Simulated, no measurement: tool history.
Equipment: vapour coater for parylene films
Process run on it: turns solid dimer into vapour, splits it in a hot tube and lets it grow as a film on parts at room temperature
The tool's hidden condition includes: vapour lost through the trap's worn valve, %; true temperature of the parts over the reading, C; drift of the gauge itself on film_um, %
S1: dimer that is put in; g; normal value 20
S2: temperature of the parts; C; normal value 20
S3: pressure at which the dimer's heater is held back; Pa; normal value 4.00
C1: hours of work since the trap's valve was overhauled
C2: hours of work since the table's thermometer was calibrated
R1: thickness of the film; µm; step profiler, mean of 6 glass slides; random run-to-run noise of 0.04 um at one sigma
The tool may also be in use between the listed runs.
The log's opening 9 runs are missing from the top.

{"run": 10, "hour": 154.9, "S1": 9, "S2": 20, "S3": 4.12, "C1": 222, "C2": 233, "R1": 3.32}
{"run": 11, "hour": 171.0, "S1": 9, "S2": 20, "S3": 4.12, "C1": 230, "C2": 241, "R1": 3.28}
{"run": 12, "hour": 183.1, "S1": 9, "S2": 20, "S3": 4.12, "C1": 236, "C2": 247, "R1": 3.28}
{"run": 13, "hour": 195.1, "S1": 20, "S2": 20, "S3": 2.88, "C1": 242, "C2": 253, "R1": 7.38}
{"run": 14, "hour": 217.8, "S1": 29, "S2": 20, "S3": 2.88, "C1": 253, "C2": 264, "R1": 10.87}
{"run": 15, "hour": 238.5, "S1": 21, "S2": 20, "S3": 4.0, "C1": 263, "C2": 274, "R1": 7.64}
{"run": 16, "hour": 256.1, "S1": 21, "S2": 20, "S3": 4.0, "C1": 272, "C2": 282, "R1": 7.65}
{"run": 17, "hour": 272.4, "S1": 20, "S2": 20, "S3": 4.76, "C1": 280, "C2": 290, "R1": 7.19}
{"hour": 275.6, "done": "table's thermometer calibrated"}
{"run": 18, "hour": 285.9, "S1": 14, "S2": 20, "S3": 4.76, "C1": 286, "C2": 5, "R1": 5.03}
{"run": 19, "hour": 299.0, "S1": 14, "S2": 20, "S3": 4.76, "C1": 292, "C2": 11, "R1": 5.04}
{"run": 20, "hour": 318.9, "S1": 14, "S2": 20, "S3": 4.76, "C1": 302, "C2": 21, "R1": 5.05}
{"hour": 323.8, "done": "table's thermometer calibrated, once more"}
{"run": 21, "hour": 345.5, "S1": 20, "S2": 15, "S3": 9.88, "C1": 314, "C2": 11, "R1": 7.5}
{"run": 22, "hour": 364.1, "S1": 17, "S2": 15, "S3": 2.73, "C1": 323, "C2": 20, "R1": 6.78}
{"run": 23, "hour": 378.8, "S1": 10, "S2": 23, "S3": 8.02, "C1": 330, "C2": 27, "R1": 3.3}
{"run": 24, "hour": 389.3, "S1": 11, "S2": 20, "S3": 2.38, "C1": 335, "C2": 32, "R1": 4.04}
{"run": 25, "hour": 413.5, "S1": 11, "S2": 20, "S3": 2.38, "C1": 347, "C2": 44, "R1": 4.0}
{"run": 26, "hour": 425.4, "S1": 13, "S2": 20, "S3": 6.5, "C1": 353, "C2": 49, "R1": 4.54}
{"run": 27, "hour": 437.0, "S1": 17, "S2": 13, "S3": 5.5, "C1": 358, "C2": 55, "R1": 6.7}
{"run": 28, "hour": 451.3, "S1": 17, "S2": 13, "S3": 5.5, "C1": 365, "C2": 62, "R1": 6.73}
{"run": 29, "hour": 462.3, "S1": 17, "S2": 13, "S3": 5.5, "C1": 371, "C2": 67, "R1": 6.74}
{"run": 30, "hour": 486.9, "S1": 15, "S2": 20, "S3": 2.12, "C1": 383, "C2": 79, "R1": 5.44}

Predict the results of run 31:
{"run": 31, "hour": 505.9, "S1": 20, "S2": 21, "S3": 4.73, "C1": 392, "C2": 88, "R1": "?"}

{"run 31": {"R1": 6.91}}
Take away the tool's hidden state, keep the run-to-run variation as it was, and the same run would have given R1 7.39 µm.
